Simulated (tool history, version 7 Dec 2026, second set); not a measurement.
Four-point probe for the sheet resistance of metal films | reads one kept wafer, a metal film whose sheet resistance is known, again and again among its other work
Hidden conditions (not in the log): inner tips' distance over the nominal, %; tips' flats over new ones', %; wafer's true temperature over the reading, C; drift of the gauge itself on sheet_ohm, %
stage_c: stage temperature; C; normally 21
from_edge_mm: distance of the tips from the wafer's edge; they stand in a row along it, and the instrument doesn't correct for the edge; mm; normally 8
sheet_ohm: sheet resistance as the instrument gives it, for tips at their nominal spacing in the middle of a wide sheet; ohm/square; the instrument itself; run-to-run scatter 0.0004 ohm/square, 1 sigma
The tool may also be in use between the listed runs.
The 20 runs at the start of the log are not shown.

run,hour,stage_c,from_edge_mm,touches since the probe head was changed,hours of work since the stage's thermometer was calibrated,sheet_ohm
21,510.4,23,21,41903,168,2.012684
22,549.3,31,46,42754,197,2.017953
23,581.3,21,17,43452,220,2.011476
24,598.6,21,17,43830,233,2.011638
25,622.5,21,12,44351,251,2.015466
26,663.6,31,6,45248,281,2.047694
27,693.4,31,6,45899,303,2.046957
28,733.2,20,4,46768,333,2.071103
29,758.2,31,3,47314,351,2.131376
30,783.5,21,17,47866,370,2.010928
31,809.8,30,6,48440,389,2.046065
32,827.0,30,6,48815,402,2.046005

Below are 3 alternative next runs, each starting from the tool's condition after run 32. Predict each:
A,848.3,24,25,49280,418,?
B,848.3,22,6,49280,418,?
C,848.3,31,9,49280,418,?

run,sheet_ohm
A,2.011671
B,2.038829
C,2.029752
Without the tool's unlogged condition, the same runs would have read:
run,sheet_ohm
A,2.010980
B,2.038135
C,2.029039
